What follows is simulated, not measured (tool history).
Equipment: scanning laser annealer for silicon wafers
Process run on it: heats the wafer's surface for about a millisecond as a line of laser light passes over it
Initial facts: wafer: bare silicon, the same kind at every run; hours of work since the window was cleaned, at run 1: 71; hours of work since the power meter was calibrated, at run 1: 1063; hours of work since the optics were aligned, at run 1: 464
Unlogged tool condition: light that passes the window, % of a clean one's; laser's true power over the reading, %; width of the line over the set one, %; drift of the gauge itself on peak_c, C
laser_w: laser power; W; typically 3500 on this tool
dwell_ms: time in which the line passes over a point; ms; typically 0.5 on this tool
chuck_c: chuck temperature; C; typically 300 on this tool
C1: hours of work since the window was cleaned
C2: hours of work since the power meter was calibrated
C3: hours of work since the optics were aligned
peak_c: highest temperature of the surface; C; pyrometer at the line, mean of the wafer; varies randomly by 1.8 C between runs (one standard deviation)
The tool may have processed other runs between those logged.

Run 1, hour 0: usual settings; C1 71; C2 1063; C3 464. Result: peak_c 1013 C.
Run 2, hour 50.7: usual settings but dwell_ms 0.495 ms; C1 102; C2 1093; C3 494. Result: peak_c 1007 C.
Run 3, hour 85.2: usual settings but dwell_ms 0.495 ms; C1 122; C2 1113; C3 515. Result: peak_c 1006 C.
Run 4, hour 154.2: usual settings; C1 163; C2 1155; C3 556. Result: peak_c 1009 C.
Run 5, hour 234.6: usual settings; C1 211; C2 1202; C3 604. Result: peak_c 1006 C.
Run 6, hour 278.7: usual settings but chuck_c 322 C; C1 237; C2 1229; C3 630. Result: peak_c 1026 C.
Run 7, hour 354.3: usual settings; C1 282; C2 1274; C3 675. Result: peak_c 999 C.
Run 8, hour 421.3: usual settings but chuck_c 291 C; C1 322; C2 1314; C3 715. Result: peak_c 987 C.
Run 9, hour 477.2: usual settings but chuck_c 329 C; C1 356; C2 1347; C3 748. Result: peak_c 1019 C.
At hour 512.6: window over the wafer cleaned.
Run 10, hour 522.1: usual settings but chuck_c 329 C; C1 6; C2 1372; C3 774. Result: peak_c 1052 C.
At hour 547.4: optics aligned, line set to its width.
Run 11, hour 581.6: usual settings but dwell_ms 0.464 ms, chuck_c 329 C; C1 38; C2 1405; C3 20. Result: peak_c 1018 C.
Run 12, hour 637.9: usual settings but dwell_ms 0.393 ms; C1 72; C2 1438; C3 54. Result: peak_c 927 C.
Run 13, hour 688: usual settings but dwell_ms 0.393 ms; C1 101; C2 1468; C3 84. Result: peak_c 925 C.
Run 14, hour 758.8: usual settings but laser_w 3478 W; C1 144; C2 1510; C3 126. Result: peak_c 1009 C.
Run 15, hour 802.7: usual settings but laser_w 3478 W; C1 170; C2 1537; C3 152. Result: peak_c 1005 C.
Run 16, hour 853.3: usual settings but dwell_ms 0.496 ms; C1 200; C2 1567; C3 182. Result: peak_c 1005 C.
Run 17, hour 936.6: usual settings; C1 249; C2 1616; C3 232. Result: peak_c 1008 C.
Run 18, hour 978.9: usual settings; C1 275; C2 1641; C3 257. Result: peak_c 1002 C.
Run 19, hour 1053: usual settings but laser_w 3464 W; C1 319; C2 1686; C3 301. Result: peak_c 992 C.
Run 20, hour 1136.7: usual settings but laser_w 3464 W, chuck_c 311 C; C1 369; C2 1735; C3 351. Result: peak_c 1000 C.
At hour 1150.1: window over the wafer cleaned.
Run 21, hour 1179.6: usual settings but laser_w 3464 W, chuck_c 311 C; C1 18; C2 1760; C3 375. Result: peak_c 1023 C.
Run 22, hour 1250.7: usual settings but laser_w 3665 W, dwell_ms 0.554 ms; C1 60; C2 1802; C3 418. Result: peak_c 1091 C.
Run 23, hour 1329.8: usual settings but laser_w 3330 W, dwell_ms 0.414 ms, chuck_c 332 C; C1 107; C2 1849; C3 465. Result: peak_c 947 C.
Run 24, hour 1412.3: usual settings but laser_w 3330 W, dwell_ms 0.414 ms, chuck_c 332 C; C1 156; C2 1898; C3 514. Result: peak_c 942 C.
Run 25, hour 1468.5: usual settings but laser_w 3330 W, dwell_ms 0.414 ms, chuck_c 332 C; C1 190; C2 1932; C3 547. Result: peak_c 942 C.
Run 26, hour 1524.5: usual settings but laser_w 3676 W, dwell_ms 0.432 ms, chuck_c 274 C; C1 223; C2 1965; C3 581. Result: peak_c 948 C.
Run 27, hour 1584.9: usual settings but dwell_ms 0.417 ms; C1 259; C2 2001; C3 617. Result: peak_c 935 C.
Run 28, hour 1620.1: usual settings but dwell_ms 0.504 ms, chuck_c 289 C; C1 280; C2 2022; C3 638. Result: peak_c 990 C.
Run 29, hour 1666.9: usual settings but laser_w 3054 W, chuck_c 319 C; C1 308; C2 2050; C3 665. Result: peak_c 938 C.
Run 30, hour 1733.2: usual settings but laser_w 3768 W, dwell_ms 0.559 ms, chuck_c 321 C; C1 347; C2 2089; C3 705. Result: peak_c 1111 C.
At hour 1781.3: window over the wafer cleaned.
Run 31, hour 1781.3: usual settings but chuck_c 275 C; C1 0; C2 2117; C3 732. Result: peak_c 996 C.
Run 32, hour 1846.4: usual settings but chuck_c 275 C; C1 39; C2 2156; C3 771. Result: peak_c 992 C.
At hour 1874: optics aligned, line set to its width.
Run 33, hour 1910: usual settings but chuck_c 275 C; C1 74; C2 2191; C3 21. Result: peak_c 994 C.
Run 34, hour 1983.5: usual settings but chuck_c 275 C; C1 117; C2 2234; C3 65. Result: peak_c 990 C.
Run 35, hour 2053.6: usual settings but laser_w 2976 W, dwell_ms 0.578 ms, chuck_c 280 C; C1 159; C2 2276; C3 107. Result: peak_c 948 C.
Run 36, hour 2090.9: usual settings but laser_w 3786 W, dwell_ms 0.55 ms, chuck_c 317 C; C1 181; C2 2298; C3 129. Result: peak_c 1125 C.
Run 37, hour 2141.3: usual settings but laser_w 3053 W, dwell_ms 0.528 ms, chuck_c 303 C; C1 211; C2 2328; C3 159. Result: peak_c 950 C.
Run 38, hour 2201.4: usual settings but dwell_ms 0.601 ms, chuck_c 315 C; C1 247; C2 2364; C3 195. Result: peak_c 1098 C.
Run 39, hour 2275: usual settings but laser_w 3693 W, dwell_ms 0.533 ms, chuck_c 318 C; C1 291; C2 2408; C3 239. Result: peak_c 1082 C.
Run 40, hour 2324.7: usual settings but laser_w 3693 W, dwell_ms 0.533 ms, chuck_c 318 C; C1 321; C2 2437; C3 268. Result: peak_c 1082 C.

Below are 3 alternative next runs, each starting from the tool's condition after run 40. Predict each:
Run A, hour 2371.5: usual settings but laser_w 3141 W; C1 348; C2 2465; C3 296. Result: peak_c ?.
Run B, hour 2371.5: usual settings but dwell_ms 0.459 ms; C1 348; C2 2465; C3 296. Result: peak_c ?.
Run C, hour 2371.5: usual settings but laser_w 3172 W, chuck_c 273 C; C1 348; C2 2465; C3 296. Result: peak_c ?.

run  peak_c
  A     933
  B     967
  C     912
Without the tool's unlogged condition, the same runs would have read:
run  peak_c
  A     955
  B     991
  C     935
